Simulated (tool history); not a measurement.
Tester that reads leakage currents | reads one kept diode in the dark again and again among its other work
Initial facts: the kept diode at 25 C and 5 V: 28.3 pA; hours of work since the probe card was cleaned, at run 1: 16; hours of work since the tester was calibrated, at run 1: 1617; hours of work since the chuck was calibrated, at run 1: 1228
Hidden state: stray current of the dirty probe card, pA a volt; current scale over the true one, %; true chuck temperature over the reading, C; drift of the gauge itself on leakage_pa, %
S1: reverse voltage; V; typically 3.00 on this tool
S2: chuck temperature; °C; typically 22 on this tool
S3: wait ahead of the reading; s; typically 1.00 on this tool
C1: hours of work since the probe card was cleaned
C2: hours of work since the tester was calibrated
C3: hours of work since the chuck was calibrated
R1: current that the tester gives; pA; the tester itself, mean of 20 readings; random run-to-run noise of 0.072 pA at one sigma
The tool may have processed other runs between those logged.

| run | hour | S1 | S2 | S3 | C1 | C2 | C3 | R1 |
|---|---|---|---|---|---|---|---|---|
| 1 | 0.0 | 3.00 | 22 | 1.00 | 16 | 1617 | 1228 | 20.68 |
| 2 | 161.8 | 2.98 | 22 | 1.00 | 113 | 1715 | 1325 | 21.30 |
|  | 275.5 | chuck's temperature calibrated |
| 3 | 388.7 | 2.98 | 22 | 1.00 | 248 | 1850 | 68 | 23.48 |
| 4 | 560.3 | 2.98 | 22 | 1.00 | 352 | 1954 | 171 | 24.27 |
| 5 | 691.9 | 2.98 | 22 | 1.00 | 431 | 2033 | 251 | 25.05 |
| 6 | 904.5 | 2.98 | 22 | 1.00 | 559 | 2161 | 379 | 26.00 |
| 7 | 1033.2 | 2.98 | 22 | 1.00 | 636 | 2238 | 456 | 26.46 |
| 8 | 1152.4 | 2.98 | 22 | 1.00 | 708 | 2310 | 528 | 27.10 |
| 9 | 1354.8 | 2.98 | 22 | 1.00 | 830 | 2432 | 650 | 28.17 |
| 10 | 1486.8 | 2.98 | 22 | 1.00 | 909 | 2511 | 729 | 28.78 |
|  | 1520.9 | chuck's temperature calibrated, once more |
| 11 | 1731.4 | 3.00 | 22 | 0.79 | 1056 | 2657 | 127 | 23.09 |
|  | 1904.5 | probe card cleaned and baked |
|  | 1906.5 | tester calibrated |
| 12 | 1925.8 | 3.00 | 21 | 1.00 | 12 | 12 | 241 | 16.39 |
| 13 | 2051.6 | 3.00 | 22 | 1.00 | 87 | 87 | 316 | 18.48 |
| 14 | 2209.1 | 4.26 | 22 | 1.00 | 182 | 182 | 411 | 23.85 |
| 15 | 2417.3 | 4.26 | 22 | 1.00 | 308 | 308 | 537 | 25.03 |
| 16 | 2540.8 | 3.00 | 22 | 0.54 | 382 | 382 | 611 | 21.46 |
| 17 | 2692.6 | 3.00 | 22 | 0.54 | 473 | 473 | 702 | 22.17 |
| 18 | 2822.0 | 3.00 | 22 | 0.54 | 551 | 551 | 780 | 22.65 |
| 19 | 3048.5 | 3.00 | 22 | 0.54 | 688 | 688 | 917 | 23.61 |
| 20 | 3182.7 | 3.00 | 22 | 0.54 | 768 | 768 | 997 | 24.51 |
| 21 | 3384.8 | 1.09 | 22 | 1.13 | 890 | 890 | 1119 | 12.69 |
| 22 | 3533.7 | 3.64 | 30 | 1.00 | 980 | 980 | 1209 | 50.27 |
| 23 | 3723.6 | 3.00 | 24 | 1.02 | 1094 | 1094 | 1323 | 29.68 |
|  | 3835.1 | probe card cleaned and baked |
|  | 3837.1 | chuck's temperature calibrated |
| 24 | 3869.0 | 3.00 | 24 | 0.64 | 19 | 1179 | 19 | 21.58 |
| 25 | 4006.0 | 3.00 | 24 | 0.64 | 102 | 1261 | 102 | 22.18 |
| 26 | 4231.3 | 3.00 | 59 | 0.37 | 237 | 1397 | 237 | 334.11 |
| 27 | 4460.5 | 3.00 | 59 | 0.37 | 375 | 1535 | 375 | 342.84 |
| 28 | 4628.9 | 3.00 | 59 | 0.37 | 477 | 1636 | 477 | 346.29 |
| 29 | 4795.4 | 3.00 | 59 | 0.37 | 577 | 1736 | 577 | 351.28 |
| 30 | 5022.5 | 1.13 | 22 | 2.33 | 714 | 1873 | 714 | 12.14 |
| 31 | 5245.4 | 1.68 | 22 | 0.65 | 848 | 2007 | 848 | 16.63 |
| 32 | 5346.9 | 1.68 | 50 | 0.65 | 909 | 2068 | 909 | 137.91 |
| 33 | 5555.0 | 3.16 | 57 | 2.86 | 1034 | 2194 | 1034 | 330.11 |
| 34 | 5678.5 | 3.27 | 33 | 5.28 | 1109 | 2268 | 1109 | 58.97 |
|  | 5753.7 | probe card cleaned and baked |
| 35 | 5891.4 | 10.11 | 31 | 5.28 | 83 | 2394 | 1235 | 89.49 |
| 36 | 6121.1 | 1.16 | 59 | 8.53 | 221 | 2533 | 1373 | 221.86 |
|  | 6148.2 | chuck's temperature calibrated |
| 37 | 6326.1 | 5.63 | 46 | 4.75 | 343 | 2655 | 107 | 183.75 |
| 38 | 6424.0 | 5.63 | 46 | 4.75 | 402 | 2714 | 166 | 185.12 |
|  | 6489.4 | tester calibrated |
| 39 | 6576.0 | 9.14 | 40 | 6.59 | 493 | 52 | 256 | 155.01 |

Alternative continuations, all from the tool just after run 39; predict every row:
| A | 6792.8 | 3.00 | 32 | 3.80 | 623 | 183 | 387 | ? |
| B | 6792.8 | 1.29 | 22 | 1.00 | 623 | 183 | 387 | ? |
| C | 6792.8 | 17.33 | 31 | 6.59 | 623 | 183 | 387 | ? |
| D | 6792.8 | 13.39 | 40 | 6.59 | 623 | 183 | 387 | ? |

| run | R1 |
|---|---|
| A | 44.54 |
| B | 12.43 |
| C | 121.69 |
| D | 200.56 |
With no hidden state in the tool, these same runs would have given:
| run | R1 |
|---|---|
| A | 39.09 |
| B | 10.47 |
| C | 98.30 |
| D | 176.66 |

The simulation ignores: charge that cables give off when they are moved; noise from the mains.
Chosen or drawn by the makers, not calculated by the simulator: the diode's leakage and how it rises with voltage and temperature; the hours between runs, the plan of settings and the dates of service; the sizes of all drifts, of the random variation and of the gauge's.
